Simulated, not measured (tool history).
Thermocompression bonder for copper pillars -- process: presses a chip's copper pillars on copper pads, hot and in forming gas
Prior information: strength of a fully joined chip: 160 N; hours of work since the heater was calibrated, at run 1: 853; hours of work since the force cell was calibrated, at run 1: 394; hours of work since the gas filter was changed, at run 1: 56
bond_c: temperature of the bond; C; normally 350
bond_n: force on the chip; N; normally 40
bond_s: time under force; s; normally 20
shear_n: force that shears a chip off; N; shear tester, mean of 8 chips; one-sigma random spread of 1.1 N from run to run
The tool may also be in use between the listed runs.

| run | day | bond_c | bond_n | bond_s | hours of work since the heater was calibrated | hours of work since the force cell was calibrated | hours of work since the gas filter was changed | shear_n |
|---|---|---|---|---|---|---|---|---|
| 1 | 0.000 | 350 | 40 | 20 | 853 | 394 | 56 | 94.2 |
| 2 | 0.350 | 350 | 40 | 20 | 860 | 400 | 62 | 92.9 |
| 3 | 0.946 | 350 | 40 | 20 | 870 | 411 | 73 | 92.9 |
| 4 | 1.425 | 350 | 40 | 20 | 879 | 419 | 82 | 94.5 |
| 5 | 2.088 | 350 | 40 | 20 | 891 | 431 | 93 | 92.9 |
| 6 | 2.696 | 350 | 40 | 20 | 901 | 442 | 104 | 92.4 |
| 7 | 3.262 | 340 | 40 | 20 | 912 | 452 | 114 | 82.6 |
| 8 | 3.746 | 340 | 40 | 20 | 920 | 461 | 123 | 83.7 |
| 9 | 4.371 | 340 | 40 | 20 | 931 | 472 | 134 | 85.9 |
|  | 4.642 | heater calibrated with a thermocouple chip |
| 10 | 4.967 | 350 | 25 | 20 | 6 | 481 | 143 | 76.8 |
| 11 | 5.592 | 350 | 26 | 32 | 17 | 492 | 154 | 91.1 |
| 12 | 6.083 | 343 | 26 | 24 | 26 | 501 | 163 | 76.3 |
| 13 | 6.442 | 343 | 26 | 24 | 32 | 507 | 169 | 78.3 |
| 14 | 6.796 | 350 | 40 | 17 | 38 | 513 | 176 | 92.4 |
| 15 | 7.317 | 350 | 40 | 17 | 48 | 523 | 185 | 92.1 |
| 16 | 7.750 | 364 | 28 | 48 | 55 | 530 | 193 | 114.7 |
| 17 | 8.404 | 348 | 44 | 48 | 67 | 542 | 204 | 120.3 |
| 18 | 8.875 | 336 | 45 | 23 | 75 | 550 | 213 | 93.1 |

A few steps of shear_n between consecutive runs. Split each: what settings, incoming material and random variation would produce without the hidden state, and what is left over for the hidden state, along with gauge scatter present in only one of the two compared results (measured, and without hidden state):
What the log doesn't record here: true temperature of the bond over the reading, C; force that reaches the chip, % of what is set; oxide that the forming gas leaves, % of the face; drift of the gauge itself on shear_n, %.
Run 9 -> 10: bond_c 340 -> 350, bond_n 40 -> 25, heater calibrated with a thermocouple chip. shear_n -9.1 N: hidden state +5.8, all else -14.9.
Run 17 -> 18: bond_c 348 -> 336, bond_n 44 -> 45, bond_s 48 -> 23. shear_n -27.2 N: hidden state +1.2, all else -28.4.
